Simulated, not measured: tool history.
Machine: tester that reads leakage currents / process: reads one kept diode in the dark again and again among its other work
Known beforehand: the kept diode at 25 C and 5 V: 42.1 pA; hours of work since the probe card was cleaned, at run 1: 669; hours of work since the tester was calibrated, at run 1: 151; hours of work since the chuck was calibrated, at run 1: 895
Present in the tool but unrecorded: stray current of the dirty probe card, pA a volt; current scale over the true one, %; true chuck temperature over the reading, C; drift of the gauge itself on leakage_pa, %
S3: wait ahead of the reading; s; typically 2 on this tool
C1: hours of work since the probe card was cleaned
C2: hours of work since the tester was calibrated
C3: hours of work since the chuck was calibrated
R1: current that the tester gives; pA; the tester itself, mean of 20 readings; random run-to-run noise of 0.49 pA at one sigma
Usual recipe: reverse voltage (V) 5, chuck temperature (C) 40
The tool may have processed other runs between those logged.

{"run": 1, "hour": 0.0, "reverse voltage (V)": 5, "chuck temperature (C)": 40, "S3": 2, "C1": 669, "C2": 151, "C3": 895, "R1": 180.98}
{"run": 2, "hour": 18.5, "reverse voltage (V)": 5, "chuck temperature (C)": 40, "S3": 2, "C1": 677, "C2": 158, "C3": 903, "R1": 181.33}
{"run": 3, "hour": 47.8, "reverse voltage (V)": 5, "chuck temperature (C)": 40, "S3": 0.42, "C1": 689, "C2": 171, "C3": 915, "R1": 181.88}
{"run": 4, "hour": 62.0, "reverse voltage (V)": 5, "chuck temperature (C)": 40, "S3": 0.42, "C1": 695, "C2": 177, "C3": 921, "R1": 181.89}
{"run": 5, "hour": 88.5, "reverse voltage (V)": 5, "chuck temperature (C)": 40, "S3": 2, "C1": 706, "C2": 188, "C3": 932, "R1": 181.29}
{"run": 6, "hour": 107.6, "reverse voltage (V)": 5, "chuck temperature (C)": 40, "S3": 2, "C1": 714, "C2": 196, "C3": 940, "R1": 181.44}
{"run": 7, "hour": 136.4, "reverse voltage (V)": 2.08, "chuck temperature (C)": 40, "S3": 2, "C1": 726, "C2": 208, "C3": 952, "R1": 112.63}
{"run": 8, "hour": 157.4, "reverse voltage (V)": 5, "chuck temperature (C)": 30, "S3": 2, "C1": 735, "C2": 216, "C3": 961, "R1": 77.58}
{"run": 9, "hour": 171.2, "reverse voltage (V)": 5, "chuck temperature (C)": 30, "S3": 2, "C1": 740, "C2": 222, "C3": 966, "R1": 77.01}
{"run": 10, "hour": 186.8, "reverse voltage (V)": 5, "chuck temperature (C)": 30, "S3": 2, "C1": 747, "C2": 229, "C3": 973, "R1": 77.24}
{"run": 11, "hour": 204.5, "reverse voltage (V)": 2.22, "chuck temperature (C)": 30, "S3": 1.3, "C1": 754, "C2": 236, "C3": 980, "R1": 49.02}
{"run": 12, "hour": 228.2, "reverse voltage (V)": 2.22, "chuck temperature (C)": 30, "S3": 1.3, "C1": 764, "C2": 246, "C3": 990, "R1": 49.17}
{"run": 13, "hour": 248.5, "reverse voltage (V)": 11.6, "chuck temperature (C)": 34, "S3": 0.72, "C1": 773, "C2": 254, "C3": 999, "R1": 176.96}
{"run": 14, "hour": 270.2, "reverse voltage (V)": 4.7, "chuck temperature (C)": 30, "S3": 0.72, "C1": 782, "C2": 263, "C3": 1008, "R1": 75.18}
{"run": 15, "hour": 286.6, "reverse voltage (V)": 17.49, "chuck temperature (C)": 26, "S3": 0.85, "C1": 788, "C2": 270, "C3": 1014, "R1": 113.66}
{"run": 16, "hour": 307.7, "reverse voltage (V)": 2.78, "chuck temperature (C)": 59, "S3": 0.36, "C1": 797, "C2": 279, "C3": 1023, "R1": 598.84}
{"run": 17, "hour": 332.9, "reverse voltage (V)": 1.27, "chuck temperature (C)": 59, "S3": 0.36, "C1": 808, "C2": 289, "C3": 1034, "R1": 392.14}
{"run": 18, "hour": 355.9, "reverse voltage (V)": 5.15, "chuck temperature (C)": 59, "S3": 0.36, "C1": 817, "C2": 299, "C3": 1043, "R1": 843.08}
{"run": 19, "hour": 383.1, "reverse voltage (V)": 9.3, "chuck temperature (C)": 37, "S3": 2, "C1": 829, "C2": 310, "C3": 1055, "R1": 201.61}
{"run": 20, "hour": 395.7, "reverse voltage (V)": 14.33, "chuck temperature (C)": 37, "S3": 1.8, "C1": 834, "C2": 316, "C3": 1060, "R1": 257.88}

Here are 3 independent what-if runs from the current tool condition. What would each one return?
{"run": "A", "hour": 418.5, "reverse voltage (V)": 2.01, "chuck temperature (C)": 40, "S3": 1.22, "C1": 844, "C2": 325, "C3": 1069, "R1": "?"}
{"run": "B", "hour": 418.5, "reverse voltage (V)": 5, "chuck temperature (C)": 51, "S3": 2, "C1": 844, "C2": 325, "C3": 1069, "R1": "?"}
{"run": "C", "hour": 418.5, "reverse voltage (V)": 4.48, "chuck temperature (C)": 45, "S3": 1.8, "C1": 844, "C2": 325, "C3": 1069, "R1": "?"}

run=A R1=111.35
run=B R1=451.28
run=C R1=261.73
With no hidden state in the tool, these same runs would have given:
run=A R1=98.59
run=B R1=404.14
run=C R1=232.67

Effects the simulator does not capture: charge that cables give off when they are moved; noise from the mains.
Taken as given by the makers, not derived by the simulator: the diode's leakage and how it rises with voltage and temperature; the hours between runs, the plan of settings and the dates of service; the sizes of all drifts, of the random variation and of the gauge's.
